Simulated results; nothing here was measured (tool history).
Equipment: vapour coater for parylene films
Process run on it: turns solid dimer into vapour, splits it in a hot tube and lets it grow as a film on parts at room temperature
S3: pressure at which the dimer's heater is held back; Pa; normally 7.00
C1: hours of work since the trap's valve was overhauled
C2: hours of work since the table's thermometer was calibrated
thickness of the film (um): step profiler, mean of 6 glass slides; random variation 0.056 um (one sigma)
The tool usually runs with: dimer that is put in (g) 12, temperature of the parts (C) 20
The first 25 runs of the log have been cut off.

Run 26, hour 1346.8: usual settings but dimer that is put in (g) 15, temperature of the parts (C) 15; C1 131; C2 368. Result: thickness of the film (um) 9.75.
Run 27, hour 1382.2: usual settings but dimer that is put in (g) 14, temperature of the parts (C) 29; C1 158; C2 395. Result: thickness of the film (um) 4.51.
Run 28, hour 1450.0: usual settings but temperature of the parts (C) 15, S3 6.10 Pa; C1 210; C2 448. Result: thickness of the film (um) 7.56.
Run 29, hour 1500.3: usual settings but dimer that is put in (g) 15, temperature of the parts (C) 17, S3 11.13 Pa; C1 249; C2 486. Result: thickness of the film (um) 8.30.
Run 30, hour 1561.7: usual settings but dimer that is put in (g) 15, temperature of the parts (C) 17, S3 11.13 Pa; C1 296; C2 534. Result: thickness of the film (um) 8.06.
Run 31, hour 1624.4: usual settings but dimer that is put in (g) 15, temperature of the parts (C) 17, S3 11.13 Pa; C1 345; C2 582. Result: thickness of the film (um) 7.86.
Run 32, hour 1679.0: usual settings but dimer that is put in (g) 8, temperature of the parts (C) 13, S3 3.83 Pa; C1 387; C2 624. Result: thickness of the film (um) 5.42.
Run 33, hour 1738.6: usual settings but dimer that is put in (g) 16, temperature of the parts (C) 13, S3 8.61 Pa; C1 433; C2 670. Result: thickness of the film (um) 10.26.
At hour 1765.2: trap's valve overhauled.
Run 34, hour 1790.2: usual settings but dimer that is put in (g) 6, temperature of the parts (C) 32, S3 4.29 Pa; C1 19; C2 707. Result: thickness of the film (um) 1.75.
Run 35, hour 1843.1: usual settings but dimer that is put in (g) 6, temperature of the parts (C) 32, S3 4.29 Pa; C1 60; C2 747. Result: thickness of the film (um) 1.79.
Run 36, hour 1910.3: usual settings but S3 2.66 Pa; C1 112; C2 799. Result: thickness of the film (um) 6.28.
Run 37, hour 1973.4: usual settings but S3 2.66 Pa; C1 160; C2 848. Result: thickness of the film (um) 6.18.
Run 38, hour 2008.5: usual settings but S3 2.66 Pa; C1 187; C2 875. Result: thickness of the film (um) 6.20.
Run 39, hour 2070.8: usual settings but temperature of the parts (C) 16, S3 2.26 Pa; C1 235; C2 923. Result: thickness of the film (um) 7.44.
Run 40, hour 2131.3: usual settings but dimer that is put in (g) 7, temperature of the parts (C) 25, S3 9.67 Pa; C1 282; C2 969. Result: thickness of the film (um) 2.57.
Run 41, hour 2173.5: usual settings but dimer that is put in (g) 7, temperature of the parts (C) 25, S3 9.67 Pa; C1 314; C2 1002. Result: thickness of the film (um) 2.51.
At hour 2218.3: table's thermometer calibrated.
Run 42, hour 2220.9: usual settings but temperature of the parts (C) 24; C1 350; C2 2. Result: thickness of the film (um) 4.90.
Run 43, hour 2292.9: usual settings but dimer that is put in (g) 9, temperature of the parts (C) 14, S3 3.74 Pa; C1 406; C2 58. Result: thickness of the film (um) 6.06.
Run 44, hour 2346.0: usual settings but dimer that is put in (g) 9, temperature of the parts (C) 26, S3 4.09 Pa; C1 447; C2 98. Result: thickness of the film (um) 3.32.
At hour 2356.1: trap's valve overhauled.
Run 45, hour 2396.4: usual settings but temperature of the parts (C) 30, S3 7.58 Pa; C1 31; C2 134. Result: thickness of the film (um) 3.92.

4 ways to go on from here, each from the tool as it stands after run 45. What would each give?
Run A, hour 2461.2: usual settings but temperature of the parts (C) 25, S3 3.10 Pa; C1 81; C2 184. Result: thickness of the film (um) ?.
Run B, hour 2461.2: usual settings but temperature of the parts (C) 30, S3 5.99 Pa; C1 81; C2 184. Result: thickness of the film (um) ?.
Run C, hour 2461.2: usual settings but dimer that is put in (g) 18, temperature of the parts (C) 29, S3 6.13 Pa; C1 81; C2 184. Result: thickness of the film (um) ?.
Run D, hour 2461.2: usual settings but temperature of the parts (C) 23, S3 5.67 Pa; C1 81; C2 184. Result: thickness of the film (um) ?.

run  thickness of the film (um)
  A                        5.19
  B                        3.93
  C                        6.08
  D                        5.45
With the hidden condition removed and each run's random variation left untouched, the same runs would have given:
run  thickness of the film (um)
  A                        5.36
  B                        4.06
  C                        6.28
  D                        5.63
